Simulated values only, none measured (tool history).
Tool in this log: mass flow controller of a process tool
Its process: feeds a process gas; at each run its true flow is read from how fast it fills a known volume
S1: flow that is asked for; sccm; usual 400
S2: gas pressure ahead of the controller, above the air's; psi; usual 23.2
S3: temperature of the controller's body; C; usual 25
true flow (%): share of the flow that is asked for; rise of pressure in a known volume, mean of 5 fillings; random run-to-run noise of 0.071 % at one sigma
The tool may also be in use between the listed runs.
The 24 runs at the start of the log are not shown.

-- hour=6617.5 controller's zero set anew, once more
run 25 hour=6797.4 | S1=400 S2=23.2 S3=25 | true_flow_(%)=101.53
run 26 hour=7150.1 | S1=363 S2=23.4 S3=25 | true_flow_(%)=101.52
run 27 hour=7525.8 | S1=875 S2=32.6 S3=27 | true_flow_(%)=102.15
run 28 hour=7839.1 | S1=875 S2=25.4 S3=27 | true_flow_(%)=101.78
run 29 hour=8006.2 | S1=600 S2=31.5 S3=25 | true_flow_(%)=102.22
run 30 hour=8385.8 | S1=600 S2=31.5 S3=25 | true_flow_(%)=102.13
run 31 hour=8608.1 | S1=600 S2=31.5 S3=25 | true_flow_(%)=102.18
run 32 hour=8932.4 | S1=400 S2=30.9 S3=24 | true_flow_(%)=102.19
run 33 hour=9172.1 | S1=115 S2=34.1 S3=22 | true_flow_(%)=101.60
run 34 hour=9368.3 | S1=158 S2=29.6 S3=26 | true_flow_(%)=101.18
run 35 hour=9735.6 | S1=318 S2=24.1 S3=22 | true_flow_(%)=101.96
run 36 hour=10055.2 | S1=317 S2=28.7 S3=30 | true_flow_(%)=101.26
run 37 hour=10265.3 | S1=317 S2=28.7 S3=30 | true_flow_(%)=101.17
run 38 hour=10485.6 | S1=400 S2=23.2 S3=34 | true_flow_(%)=100.57
run 39 hour=10804.0 | S1=400 S2=26.3 S3=30 | true_flow_(%)=101.26
run 40 hour=11193.4 | S1=823 S2=23.2 S3=31 | true_flow_(%)=101.31
run 41 hour=11531.2 | S1=823 S2=23.2 S3=31 | true_flow_(%)=101.45
run 42 hour=11919.3 | S1=165 S2=28.0 S3=32 | true_flow_(%)=100.23
run 43 hour=12244.4 | S1=534 S2=23.2 S3=25 | true_flow_(%)=101.91
run 44 hour=12404.3 | S1=534 S2=23.2 S3=25 | true_flow_(%)=101.80
run 45 hour=12708.2 | S1=248 S2=33.6 S3=21 | true_flow_(%)=102.20
run 46 hour=13074.7 | S1=248 S2=33.6 S3=21 | true_flow_(%)=102.12
run 47 hour=13240.1 | S1=914 S2=24.1 S3=31 | true_flow_(%)=101.63

Forecast run 48:
-- hour=13529.5 controller exchanged for a calibrated one
run 48 hour=13556.4 | S1=567 S2=33.1 S3=31 | true_flow_(%)=?

true flow (%): 99.29
Minus the tool's unlogged condition, the same run would have read true flow (%) 99.43.
